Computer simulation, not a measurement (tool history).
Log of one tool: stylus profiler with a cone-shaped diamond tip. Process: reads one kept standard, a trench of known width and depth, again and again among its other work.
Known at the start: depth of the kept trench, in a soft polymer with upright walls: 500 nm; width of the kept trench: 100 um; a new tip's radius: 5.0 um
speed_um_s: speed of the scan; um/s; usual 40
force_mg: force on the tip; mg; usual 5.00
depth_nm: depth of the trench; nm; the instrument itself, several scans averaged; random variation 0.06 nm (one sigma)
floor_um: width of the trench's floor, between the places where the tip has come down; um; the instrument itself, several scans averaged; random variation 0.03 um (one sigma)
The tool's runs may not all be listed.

run   hour  speed_um_s  force_mg  depth_nm  floor_um
  1    0.0          40      5.00    511.45     95.35
  2   19.4          40      3.26    508.80     95.36
  3   39.7          40      5.00    511.35     95.29
  4   61.8          23      5.00    511.42     95.34
  5   74.2          43      5.00    511.55     95.23
  6   94.7          43      5.00    511.53     95.26
  7  113.0          43      2.91    508.24     95.19
  8  127.2          40      5.00    511.53     95.27
  9  142.7          40      5.00    511.55     95.24
 10  151.7          40      5.00    511.48     95.20
 11  164.5          13      5.00    511.49     95.25
 12  175.4          13      5.00    511.60     95.25
 13  186.9          13      9.70    517.78     95.34
 14  203.9          40      5.00    511.63     95.20
 15  219.2          40      5.00    511.71     95.15
 16  231.3          40      5.00    511.63     95.14
 17  242.5          40      3.22    508.86     95.14
 18  253.7          73      5.00    511.61     95.04
 19  266.1          73      5.00    511.73     95.05
 20  279.9          40      5.00    511.78     95.13
 21  290.1          40      5.00    511.67     95.10
 22  308.2          40      1.98    506.64     95.05
 23  323.0          40      5.03    511.91     95.11
 24  342.9         117      7.57    515.36     94.96
 25  364.5         117      7.57    515.36     94.98
 26  375.6         117      7.57    515.41     94.93
 27  392.4         117      7.57    515.35     94.88
 28  404.0          40      6.26    513.58     95.02
 29  419.9          40      6.26    513.70     95.02
 30  431.2          40      6.26    513.61     95.03
 31  448.5          47      4.19    510.66     95.01
 32  464.1          17     13.09    521.83     95.09
 33  474.6          37     13.09    521.85     95.01
 34  484.8          37      3.67    509.97     94.98
 35  497.2          40      2.08    507.04     94.88
 36  510.7          26      4.70    511.53     94.95
 37  528.6          40      2.48    507.93     94.90
 38  549.8          16      5.00    512.04     94.97
 39  570.0          27      3.24    509.29     94.93
 40  581.7          11      3.19    509.27     95.04
 41  601.1          24      4.27    510.96     94.93
 42  616.6          27      5.12    512.36     94.90
 43  635.7          27      5.12    512.33     94.91
 44  650.1          40      6.73    514.65     94.87
 45  666.5          68      5.00    512.23     94.72
 46  676.0          68      5.00    512.19     94.73

Forecast each of these 4 alternatives for the next run:
  A  685.8         115      2.08         ?         ?
  B  685.8          18      2.66         ?         ?
  C  685.8          43      5.00         ?         ?
  D  685.8          68      2.26         ?         ?

run  depth_nm  floor_um
  A    507.31     94.49
  B    508.40     94.84
  C    512.24     94.85
  D    507.60     94.70
Without the tool's hidden state the same runs would have given:
run  depth_nm  floor_um
  A    506.15     95.20
  B    507.24     95.55
  C    511.07     95.56
  D    506.44     95.41
